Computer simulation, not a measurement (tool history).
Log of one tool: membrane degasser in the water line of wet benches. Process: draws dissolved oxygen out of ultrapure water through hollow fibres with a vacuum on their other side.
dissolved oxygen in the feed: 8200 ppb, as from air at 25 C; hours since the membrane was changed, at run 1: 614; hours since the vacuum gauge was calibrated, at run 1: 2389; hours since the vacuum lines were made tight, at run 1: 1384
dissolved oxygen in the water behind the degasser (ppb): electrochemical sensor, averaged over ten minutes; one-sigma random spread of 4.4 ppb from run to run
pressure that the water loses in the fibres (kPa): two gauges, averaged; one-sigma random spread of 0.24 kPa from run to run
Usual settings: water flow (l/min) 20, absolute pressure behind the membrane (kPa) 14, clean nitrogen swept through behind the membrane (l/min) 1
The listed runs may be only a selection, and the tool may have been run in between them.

run    hour  water flow (l/min)  absolute pressure behind the membrane (kPa)  clean nitrogen swept through behind the membrane (l/min)  hours since the membrane was changed  hours since the vacuum gauge was calibrated  hours since the vacuum lines were made tight  dissolved oxygen in the water behind the degasser (ppb)  pressure that the water loses in the fibres (kPa)
  1       0                  20                                           14                                                         1                                   614                                         2389                                          1384                                                    533.5                                              61.55
  2    24.3                  20                                           14                                                         1                                   638                                         2413                                          1409                                                    537.2                                              61.72
  3    80.2                  20                                           14                                                         1                                   694                                         2469                                          1465                                                      536                                              61.03
  4   135.7                  20                                           14                                                         1                                   750                                         2525                                          1520                                                    529.7                                              61.19
  5     189                  20                                           14                                                         1                                   803                                         2578                                          1573                                                    543.3                                              61.31
  6   228.1                  20                                           14                                                      1.04                                   842                                         2617                                          1613                                                    520.9                                               61.2
  7   285.1                  15                                           14                                                         1                                   899                                         2674                                          1670                                                    395.8                                              45.93
  8   327.5                  15                                           14                                                         1                                   942                                         2717                                          1712                                                    393.7                                              46.39
  9   383.9                  15                                           14                                                         1                                   998                                         2773                                          1768                                                    397.1                                              46.02
 10   427.6                  15                                           14                                                         1                                  1042                                         2817                                          1812                                                    399.3                                              45.86
 11   470.3                  20                                           14                                                         1                                  1084                                         2859                                          1855                                                    536.8                                              61.14
 12   527.6                  20                                           14                                                         1                                  1142                                         2917                                          1912                                                    527.2                                              61.37
 13   557.6                  20                                           14                                                         1                                  1172                                         2947                                          1942                                                    541.1                                              61.18
 14   603.4                  20                                           14                                                         1                                  1217                                         2992                                          1988                                                    526.9                                              61.56
 15   643.2                  20                                           14                                                         1                                  1257                                         3032                                          2028                                                    537.9                                              61.28
 16   699.2                  20                                           14                                                      0.92                                  1313                                         3088                                          2084                                                    564.6                                              60.91
 17   736.3                  13                                           14                                                      0.72                                  1350                                         3125                                          2121                                                    445.5                                              39.51
      760.2  -- vacuum gauge calibrated
 18   772.8                  18                                           14                                                      1.71                                  1386                                           13                                          2157                                                    324.4                                              55.44
 19   821.1                  18                                         28.2                                                      1.72                                  1435                                           61                                          2205                                                      643                                              54.87
 20     869                  18                                         28.2                                                      1.72                                  1483                                          109                                          2253                                                    631.7                                              54.91
 21   901.3                  30                                         15.7                                                      2.49                                  1515                                          141                                          2285                                                    536.1                                               92.1
 22   951.2                  30                                           14                                                         1                                  1565                                          191                                          2335                                                    820.8                                              91.94
 23   985.5                  30                                           14                                                         1                                  1599                                          225                                          2369                                                    818.7                                              92.02
 24  1042.5                  30                                         31.1                                                      1.11                                  1656                                          282                                          2426                                                   1529.9                                              92.01
     1069.1  -- vacuum gauge calibrated, once more
 25  1081.5                  18                                           14                                                      1.73                                  1695                                           12                                          2465                                                    325.8                                               55.1
 26  1106.7                  18                                           14                                                      1.73                                  1720                                           38                                          2490                                                    326.7                                              54.98
 27  1139.1                  20                                         28.3                                                         1                                  1752                                           70                                          2523                                                   1065.3                                              61.31
 28  1191.2                  30                                         12.1                                                      1.72                                  1804                                          122                                          2575                                                    544.6                                              91.61
 29  1249.5                  30                                         12.1                                                      1.72                                  1862                                          180                                          2633                                                    533.8                                               92.4
 30  1277.9                  20                                         23.5                                                      0.73                                  1891                                          209                                          2661                                                   1148.6                                              61.19
 31  1323.6                  13                                            9                                                      0.89                                  1937                                          255                                          2707                                                    218.8                                              40.09
 32  1360.8                  13                                          9.5                                                      0.64                                  1974                                          292                                          2744                                                    306.6                                              39.82

Each row is a separate what-if for the run after 32, all from the same tool condition, not one after another. Results?
  A  1403.9                  27                                          9.7                                                      1.01                                  2017                                          335                                          2787                                                        ?                                                  ?
  B  1403.9                  20                                           14                                                      0.93                                  2017                                          335                                          2787                                                        ?                                                  ?
  C  1403.9                  13                                         14.1                                                       0.4                                  2017                                          335                                          2787                                                        ?                                                  ?

run  dissolved oxygen in the water behind the degasser (ppb)  pressure that the water loses in the fibres (kPa)
  A                                                    518.2                                              82.86
  B                                                    574.6                                              61.65
  C                                                    704.2                                              39.89
The same runs, with their run-to-run variation unchanged, on a tool lacking any hidden condition would have given:
run  dissolved oxygen in the water behind the degasser (ppb)  pressure that the water loses in the fibres (kPa)
  A                                                    514.2                                              82.45
  B                                                    570.4                                              61.34
  C                                                    700.8                                              39.69
